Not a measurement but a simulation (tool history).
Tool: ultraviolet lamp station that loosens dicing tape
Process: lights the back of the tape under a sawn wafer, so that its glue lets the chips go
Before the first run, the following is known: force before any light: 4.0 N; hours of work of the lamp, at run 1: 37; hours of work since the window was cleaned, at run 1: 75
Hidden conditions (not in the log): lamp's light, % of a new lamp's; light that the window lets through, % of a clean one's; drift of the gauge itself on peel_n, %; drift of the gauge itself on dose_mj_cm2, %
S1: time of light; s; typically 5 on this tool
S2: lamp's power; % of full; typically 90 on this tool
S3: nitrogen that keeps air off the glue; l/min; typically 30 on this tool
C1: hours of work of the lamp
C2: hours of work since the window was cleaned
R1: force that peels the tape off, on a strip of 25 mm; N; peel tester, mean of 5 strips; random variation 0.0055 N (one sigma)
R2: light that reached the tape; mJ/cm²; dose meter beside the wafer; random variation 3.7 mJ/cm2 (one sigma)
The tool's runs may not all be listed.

run  hour  S1  S2  S3  C1   C2     R1    R2
  1     0   5  90  30  37   75   0.12   589
  2   9.5   5  90  30  43   80  0.112   592
  3  19.9   8  90  30  49   87  0.107   944
  4  25.8   5  90  30  53   90  0.114   589
  5  31.8   5  90  30  56   94  0.114   595
  6  42.1   5  90  30  63  100  0.113   579
  7  52.1   5  90  24  69  106  0.134   584
  8  57.1   5  89  30  72  110  0.122   578
  9  62.9   5  89  30  75  113  0.119   579
 10    74   8  90  30  82  120  0.086   923
 11  83.3   3  90  10  88  126  0.638   345
 12  90.4   3  90  10  92  130  0.657   341
 13  98.4  10  90  26  97  135  0.101  1145

Run 14 has not been measured yet. What should we expect?
 14  107.7   9  98  49  103  140   ?   ?

R1: 0.09 N
R2: 1115 mJ/cm²
Were there no unlogged condition in the tool, this run, its random variation unchanged, would have produced R1 0.09 N, R2 1214 mJ/cm².
